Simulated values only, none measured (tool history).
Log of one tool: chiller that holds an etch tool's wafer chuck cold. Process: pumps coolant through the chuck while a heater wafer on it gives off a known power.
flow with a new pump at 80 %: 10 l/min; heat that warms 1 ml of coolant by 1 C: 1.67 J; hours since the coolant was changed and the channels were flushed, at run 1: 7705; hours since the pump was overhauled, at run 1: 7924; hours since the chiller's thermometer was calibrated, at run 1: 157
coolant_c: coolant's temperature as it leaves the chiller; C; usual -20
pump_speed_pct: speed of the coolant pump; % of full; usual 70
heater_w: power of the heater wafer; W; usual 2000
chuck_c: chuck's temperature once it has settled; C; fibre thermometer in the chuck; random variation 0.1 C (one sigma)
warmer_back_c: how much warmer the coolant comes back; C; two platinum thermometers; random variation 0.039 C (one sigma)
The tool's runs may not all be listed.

run    hour  coolant_c  pump_speed_pct  heater_w  hours since the coolant was changed and the channels were flushed  hours since the pump was overhauled  hours since the chiller's thermometer was calibrated  chuck_c  warmer_back_c
  1       0        -20              70      2000                                                               7705                                 7924                                                   157      6.7           9.36
  2   113.9        -20              70      2000                                                               7819                                 8038                                                   271      6.8           9.32
  3   220.3        -20              70      2000                                                               7926                                 8145                                                   377      6.9           9.31
  4   371.7        -20              70      2000                                                               8077                                 8296                                                   528      6.9            9.4
  5   485.1        -20              70      1893                                                               8190                                 8409                                                   642      5.4           8.89
  6   611.3        -20              70      2000                                                               8317                                 8536                                                   768      7.2           9.32
  7   718.3        -20              70      2000                                                               8424                                 8643                                                   875      6.9           9.44
  8   833.9        -20              70      2000                                                               8539                                 8758                                                   990        7           9.45
  9   945.1        -20              70      2000                                                               8650                                 8869                                                  1102      7.1           9.48
 10  1110.6        -20              70      2000                                                               8816                                 9035                                                  1267      7.4           9.41
 11  1201.5        -20              70      2000                                                               8907                                 9126                                                  1358      7.2           9.51
 12  1327.6        -20              70      2000                                                               9033                                 9252                                                  1484      7.2           9.49
 13  1459.4        -20              70      2000                                                               9165                                 9384                                                  1616      7.5           9.63
     1605.5  -- coolant pump overhauled
 14  1605.5        -21              70      2000                                                               9306                                    0                                                  1757      4.5           8.35
 15  1748.2        -20              70      2000                                                               9449                                  143                                                  1900      5.4            8.4
 16  1862.3        -12              70      2000                                                               9563                                  257                                                  2014     13.5           8.35
 17  2052.1        -20              95      2396                                                               9753                                  447                                                  2204      5.1           7.24
     2123.7  -- coolant changed, channels flushed
 18  2226.8        -20              95      2396                                                                103                                  615                                                  2372      3.2           7.24
 19  2392.3        -15              95      2396                                                                269                                  781                                                  2538      8.1            7.2
 20  2529.3        -23              66      1152                                                                406                                  918                                                  2675     -8.8           5.19
 21  2627.2        -17              91      2605                                                                504                                 1016                                                  2773        9           8.27
 22  2736.6        -17              91      2605                                                                613                                 1125                                                  2882      9.2           8.33
 23  2925.2        -17              91      2605                                                                802                                 1314                                                  3071      9.1           8.33
 24    3119        -23              65      2332                                                                995                                 1508                                                  3265      6.2          10.78
 25  3203.8        -26              67      1520                                                               1080                                 1592                                                  3349     -7.1           6.85
 26  3386.2        -28              67      1288                                                               1263                                 1775                                                  3532    -11.9            5.8
 27  3522.6        -20              68      1245                                                               1399                                 1911                                                  3668     -4.4           5.51
 28  3655.6        -20              68      1245                                                               1532                                 2044                                                  3801     -4.8           5.57
 29  3841.6        -20              68      1245                                                               1718                                 2230                                                  3987     -4.5           5.48
 30  3986.4        -28              90      2000                                                               1863                                 2375                                                  4132     -7.2           6.57
     4073.7  -- chiller's thermometer calibrated
 31  4078.3        -18              63      2000                                                               1954                                 2466                                                     5        8           9.59

Forecast each of these 5 alternatives for the next run:
  A  4275.6        -29              76      1588                                                               2151                                 2663                                                   202        ?              ?
  B  4275.6        -18              70      1377                                                               2151                                 2663                                                   202        ?              ?
  C  4275.6        -29              62      2000                                                               2151                                 2663                                                   202        ?              ?
  D  4275.6        -20              70      1679                                                               2151                                 2663                                                   202        ?              ?
  E  4275.6        -21              70      1271                                                               2151                                 2663                                                   202        ?              ?

run  chuck_c  warmer_back_c
  A    -10.6           6.33
  B     -1.1           5.96
  C     -2.7           9.86
  D      0.4           7.23
  E     -5.6           5.53
Without the tool's hidden state the same runs would have given:
run  chuck_c  warmer_back_c
  A    -11.5           6.06
  B     -1.9           5.71
  C     -3.9           9.45
  D     -0.5           6.93
  E     -6.3            5.3
